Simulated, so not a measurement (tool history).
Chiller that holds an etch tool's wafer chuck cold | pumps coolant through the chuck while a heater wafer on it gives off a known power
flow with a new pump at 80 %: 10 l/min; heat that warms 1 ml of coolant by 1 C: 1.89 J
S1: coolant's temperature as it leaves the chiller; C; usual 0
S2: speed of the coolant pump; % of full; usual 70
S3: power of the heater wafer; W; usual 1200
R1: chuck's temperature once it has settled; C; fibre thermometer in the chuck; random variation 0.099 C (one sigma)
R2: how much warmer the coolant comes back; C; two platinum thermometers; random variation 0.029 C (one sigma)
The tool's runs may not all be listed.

run,hour,S1,S2,S3,R1,R2
1,0,0,70,1200,12.34,4.38
2,34.6,0,70,1200,12.35,4.35
3,51.7,0,70,1200,12.43,4.42
4,84.6,0,90,1200,10.51,3.39
5,102.9,0,70,1637,16.84,6.01
6,128.8,0,95,1637,14.05,4.31
7,164.2,0,95,1442,12.25,3.83
8,192,1,70,630,7.51,2.28
9,223,8,78,1269,20.04,4.19
10,243.7,1,75,1717,17.89,5.9
11,273.9,1,75,1717,17.87,5.82
12,307.6,1,75,1717,17.83,5.82
13,343.9,-3,70,1200,9.21,4.41

3 ways to go on from here, each from the tool as it stands after run 13. What would each give?
A,380.7,9,61,1529,?,?
B,380.7,6,70,1200,?,?
C,380.7,1,72,1249,?,?

run,R1,R2
A,26.13,6.51
B,18.47,4.41
C,13.61,4.44
Without the tool's hidden state the same runs would have given:
run,R1,R2
A,26.11,6.51
B,18.46,4.41
C,13.6,4.44
